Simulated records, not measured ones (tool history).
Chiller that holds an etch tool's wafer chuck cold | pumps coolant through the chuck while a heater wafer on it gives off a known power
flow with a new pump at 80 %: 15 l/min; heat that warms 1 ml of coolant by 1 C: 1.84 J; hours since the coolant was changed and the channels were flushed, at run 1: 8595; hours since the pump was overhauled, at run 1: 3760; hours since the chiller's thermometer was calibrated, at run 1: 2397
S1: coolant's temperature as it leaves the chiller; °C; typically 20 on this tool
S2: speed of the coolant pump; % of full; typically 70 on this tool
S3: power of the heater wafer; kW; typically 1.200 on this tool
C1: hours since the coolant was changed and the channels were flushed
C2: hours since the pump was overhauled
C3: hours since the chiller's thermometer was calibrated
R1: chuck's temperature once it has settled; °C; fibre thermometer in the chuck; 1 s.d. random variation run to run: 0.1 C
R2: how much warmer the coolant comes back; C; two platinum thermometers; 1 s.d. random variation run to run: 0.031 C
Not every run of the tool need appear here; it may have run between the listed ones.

Run 1, hour 0.0: usual settings; C1 8595; C2 3760; C3 2397. Result: R1 39.5 °C, R2 3.17 C.
Run 2, hour 66.1: usual settings; C1 8661; C2 3826; C3 2463. Result: R1 39.4 °C, R2 3.19 C.
Run 3, hour 195.0: usual settings; C1 8790; C2 3955; C3 2592. Result: R1 39.4 °C, R2 3.16 C.
Run 4, hour 334.6: usual settings but S3 0.962 kW; C1 8930; C2 4095; C3 2732. Result: R1 35.7 °C, R2 2.59 C.
Run 5, hour 460.3: usual settings but S3 0.962 kW; C1 9056; C2 4220; C3 2857. Result: R1 35.7 °C, R2 2.54 C.
Run 6, hour 583.4: usual settings but S3 0.962 kW; C1 9179; C2 4343; C3 2980. Result: R1 35.6 °C, R2 2.57 C.
Run 7, hour 700.9: usual settings but S3 0.914 kW; C1 9296; C2 4461; C3 3098. Result: R1 35.1 °C, R2 2.46 C.
Run 8, hour 843.9: usual settings but S3 1.414 kW; C1 9439; C2 4604; C3 3241. Result: R1 43.5 °C, R2 3.78 C.
At hour 921.5: coolant changed, channels flushed.
Run 9, hour 935.1: usual settings but S3 1.414 kW; C1 14; C2 4689; C3 3326. Result: R1 40.0 °C, R2 3.82 C.
Run 10, hour 1047.7: usual settings but S3 1.414 kW; C1 126; C2 4802; C3 3439. Result: R1 39.9 °C, R2 3.90 C.
Run 11, hour 1117.5: usual settings but S3 1.414 kW; C1 196; C2 4872; C3 3508. Result: R1 39.9 °C, R2 3.90 C.
Run 12, hour 1229.6: usual settings but S3 1.414 kW; C1 308; C2 4984; C3 3621. Result: R1 40.3 °C, R2 3.85 C.
Run 13, hour 1336.3: usual settings but S3 0.977 kW; C1 415; C2 5090; C3 3727. Result: R1 33.9 °C, R2 2.65 C.
Run 14, hour 1411.1: usual settings but S3 0.977 kW; C1 490; C2 5165; C3 3802. Result: R1 34.1 °C, R2 2.65 C.
Run 15, hour 1540.6: usual settings but S3 0.977 kW; C1 619; C2 5295; C3 3932. Result: R1 34.3 °C, R2 2.67 C.
Run 16, hour 1681.6: usual settings but S2 67 % of full; C1 760; C2 5436; C3 4073. Result: R1 37.8 °C, R2 3.43 C.
Run 17, hour 1785.0: usual settings but S1 11 °C, S2 95 % of full, S3 1.023 kW; C1 863; C2 5539; C3 4176. Result: R1 23.2 °C, R2 2.06 C.
Run 18, hour 1877.4: usual settings but S1 11 °C, S2 95 % of full, S3 1.023 kW; C1 956; C2 5632; C3 4268. Result: R1 23.0 °C, R2 2.04 C.
Run 19, hour 1981.2: usual settings but S1 16 °C, S2 97 % of full, S3 0.795 kW; C1 1060; C2 5735; C3 4372. Result: R1 25.3 °C, R2 1.60 C.
Run 20, hour 2094.6: usual settings but S1 16 °C, S2 92 % of full, S3 1.144 kW; C1 1173; C2 5849; C3 4486. Result: R1 30.1 °C, R2 2.42 C.
Run 21, hour 2198.5: usual settings but S2 100 % of full, S3 0.683 kW; C1 1277; C2 5953; C3 4590. Result: R1 27.9 °C, R2 1.35 C.
Run 22, hour 2324.0: usual settings but S2 100 % of full, S3 0.683 kW; C1 1402; C2 6078; C3 4715. Result: R1 28.0 °C, R2 1.33 C.
Run 23, hour 2446.3: usual settings but S2 100 % of full, S3 0.683 kW; C1 1525; C2 6200; C3 4837. Result: R1 28.1 °C, R2 1.35 C.
Run 24, hour 2553.5: usual settings but S1 16 °C, S3 1.754 kW; C1 1632; C2 6308; C3 4944. Result: R1 41.7 °C, R2 4.92 C.
Run 25, hour 2635.8: usual settings but S1 11 °C, S2 99 % of full, S3 1.497 kW; C1 1714; C2 6390; C3 5027. Result: R1 28.6 °C, R2 2.92 C.
At hour 2717.9: chiller's thermometer calibrated.
Run 26, hour 2746.8: usual settings but S1 23 °C, S2 84 % of full, S3 1.623 kW; C1 1824; C2 6500; C3 29. Result: R1 44.0 °C, R2 3.76 C.

Expected results for the next run?
Run 27, hour 2825.2: usual settings but S1 29 °C, S2 84 % of full, S3 1.502 kW; C1 1903; C2 6578; C3 107. Result: R1 ?, R2 ?.

{"run 27": {"R1": 48.3, "R2": 3.5}}
The same run, on a tool lacking any hidden state, would have yielded R1 46.2 °C, R2 3.12 C.
